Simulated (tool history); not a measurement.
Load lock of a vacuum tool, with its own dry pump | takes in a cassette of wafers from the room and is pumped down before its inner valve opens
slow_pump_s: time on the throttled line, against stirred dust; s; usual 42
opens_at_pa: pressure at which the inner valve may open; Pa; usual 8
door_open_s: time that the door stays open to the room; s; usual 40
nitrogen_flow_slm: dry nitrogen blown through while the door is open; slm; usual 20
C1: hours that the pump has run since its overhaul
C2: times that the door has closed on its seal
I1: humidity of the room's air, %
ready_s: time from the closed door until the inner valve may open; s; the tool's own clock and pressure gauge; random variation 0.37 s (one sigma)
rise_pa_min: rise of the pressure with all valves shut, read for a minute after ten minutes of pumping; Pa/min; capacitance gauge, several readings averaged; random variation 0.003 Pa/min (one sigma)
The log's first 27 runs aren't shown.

Run 28, day 326.729: usual settings but opens_at_pa 7 Pa, door_open_s 102 s; C1 19322; C2 1789; I1 45.3. Result: ready_s 62.2 s, rise_pa_min 0.055 Pa/min.
Run 29, day 338.208: usual settings but slow_pump_s 29 s, door_open_s 80 s, nitrogen_flow_slm 28 slm; C1 19598; C2 3140; I1 41.8. Result: ready_s 50.4 s, rise_pa_min 0.048 Pa/min.
At day 342.096: dry pump taken out, an overhauled one fitted.
Run 30, day 352.092: usual settings but opens_at_pa 9 Pa, nitrogen_flow_slm 14 slm; C1 240; C2 4743; I1 46.1. Result: ready_s 56.7 s, rise_pa_min 0.050 Pa/min.
Run 31, day 363.521: usual settings but opens_at_pa 9 Pa, nitrogen_flow_slm 14 slm; C1 514; C2 6086; I1 43.6. Result: ready_s 55.6 s, rise_pa_min 0.052 Pa/min.
Run 32, day 374.954: usual settings but opens_at_pa 14 Pa, nitrogen_flow_slm 7 slm; C1 789; C2 7431; I1 45.4. Result: ready_s 55.1 s, rise_pa_min 0.066 Pa/min.
Run 33, day 392.529: usual settings but door_open_s 43 s, nitrogen_flow_slm 14 slm; C1 1210; C2 9498; I1 41.2. Result: ready_s 56.0 s, rise_pa_min 0.069 Pa/min.
Run 34, day 409.096: usual settings but door_open_s 49 s, nitrogen_flow_slm 14 slm; C1 1608; C2 11446; I1 39.9. Result: ready_s 56.4 s, rise_pa_min 0.073 Pa/min.
Run 35, day 418.350: usual settings but slow_pump_s 23 s, nitrogen_flow_slm 6 slm; C1 1830; C2 12534; I1 42.6. Result: ready_s 39.0 s, rise_pa_min 0.087 Pa/min.
Run 36, day 428.621: usual settings but slow_pump_s 23 s, opens_at_pa 14 Pa, nitrogen_flow_slm 12 slm; C1 2077; C2 13742; I1 43.7. Result: ready_s 37.3 s, rise_pa_min 0.087 Pa/min.

4 ways to go on from here, each from the tool as it stands after run 36. What would each give?
Run A, day 446.067: usual settings but slow_pump_s 77 s, opens_at_pa 14 Pa, nitrogen_flow_slm 33 slm; C1 2495; C2 15793; I1 42.4. Result: ready_s ?, rise_pa_min ?.
Run B, day 446.067: usual settings but opens_at_pa 9 Pa, door_open_s 136 s; C1 2495; C2 15793; I1 42.9. Result: ready_s ?, rise_pa_min ?.
Run C, day 446.067: usual settings but slow_pump_s 71 s, opens_at_pa 6 Pa, door_open_s 61 s, nitrogen_flow_slm 12 slm; C1 2495; C2 15793; I1 46.8. Result: ready_s ?, rise_pa_min ?.
Run D, day 446.067: usual settings but nitrogen_flow_slm 4 slm; C1 2495; C2 15793; I1 46.0. Result: ready_s ?, rise_pa_min ?.

run  ready_s  rise_pa_min
  A     86.1        0.092
  B     56.1        0.122
  C     82.3        0.111
  D     56.1        0.116
Without the tool's hidden state the same runs would have given:
run  ready_s  rise_pa_min
  A     85.8        0.026
  B     55.7        0.056
  C     82.0        0.045
  D     55.6        0.049
